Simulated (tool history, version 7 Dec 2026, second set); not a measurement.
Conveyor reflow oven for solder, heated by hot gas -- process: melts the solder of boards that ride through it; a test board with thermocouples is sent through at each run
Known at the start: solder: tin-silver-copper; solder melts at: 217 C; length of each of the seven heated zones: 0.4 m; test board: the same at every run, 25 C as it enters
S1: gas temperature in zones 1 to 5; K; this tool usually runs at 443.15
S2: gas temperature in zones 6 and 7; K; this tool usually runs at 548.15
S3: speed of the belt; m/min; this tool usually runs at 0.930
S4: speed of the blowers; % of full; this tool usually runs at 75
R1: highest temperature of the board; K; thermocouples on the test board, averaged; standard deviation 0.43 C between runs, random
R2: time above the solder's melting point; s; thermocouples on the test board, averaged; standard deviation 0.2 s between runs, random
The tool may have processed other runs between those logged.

run	day	S1	S2	S3	S4	R1	R2
1	0.000	443.15	548.15	0.930	75	531.75	41.1
2	3.012	443.15	548.15	0.930	75	531.75	41.0
3	5.608	443.15	548.15	0.930	75	532.05	41.1
4	7.933	443.15	548.15	0.930	56	525.25	37.6
5	11.096	443.15	548.15	0.930	56	525.45	37.1
6	12.704	443.15	548.15	0.930	68	528.35	39.7
7	14.317	443.15	548.15	0.930	75	530.65	41.0
# day 17.008: flux residue cleaned out of gas plates and filters
8	17.183	443.15	548.15	0.930	76	532.75	41.7
9	19.475	428.15	538.15	0.930	51	512.05	25.9
10	21.862	432.15	563.15	0.821	77	549.05	51.3
11	23.279	438.15	541.15	0.793	58	524.35	44.0
# day 25.262: belt drive overhauled, speed set with a stopwatch
12	26.350	442.15	559.15	1.103	74	534.75	34.5
13	28.017	439.15	548.15	0.930	89	533.35	41.1

What does the tool deliver on the next run?
# day 28.417: thermocouples of zones 6 and 7 changed
14	30.892	437.15	548.15	0.930	75	?	?

{"run 14": {"R1": 531.05, "R2": 39.2}}
Had the tool carried no hidden state, the very same run would have given R1 532.75 K, R2 39.9 s.

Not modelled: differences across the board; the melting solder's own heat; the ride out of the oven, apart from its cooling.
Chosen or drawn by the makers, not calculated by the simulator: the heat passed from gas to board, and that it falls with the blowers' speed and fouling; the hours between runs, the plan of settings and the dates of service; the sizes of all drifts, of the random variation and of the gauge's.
